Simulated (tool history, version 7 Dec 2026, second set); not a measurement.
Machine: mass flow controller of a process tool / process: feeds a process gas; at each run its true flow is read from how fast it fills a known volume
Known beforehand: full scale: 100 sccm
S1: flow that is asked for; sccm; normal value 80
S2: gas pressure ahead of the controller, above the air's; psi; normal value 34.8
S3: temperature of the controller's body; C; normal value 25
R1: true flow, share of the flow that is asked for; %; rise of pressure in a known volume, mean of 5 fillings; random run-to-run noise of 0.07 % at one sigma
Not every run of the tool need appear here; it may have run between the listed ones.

run,hour,S1,S2,S3,R1
1,0,80,34.8,25,99.29
2,66.8,80,34.8,25,99.12
3,198.1,80,34.8,25,99.29
4,308,80,34.8,24,99.31
5,376.3,80,29.2,24,99.43
6,455.4,80,29.2,24,99.47
7,565,80,29.2,24,99.55
8,635.1,80,29.2,24,99.47
9,770.2,80,34.8,25,99.19
10,853.6,80,34.8,25,99.26
11,914.6,80,34.8,25,99.16
12,997,80,34.8,25,99.38

Forecast run 13:
13,1073,80,34.8,24,?

{"run 13": {"R1": 99.37}}
If the tool had no hidden condition, the same run with the same run-to-run variation would have returned R1 99.37 %.
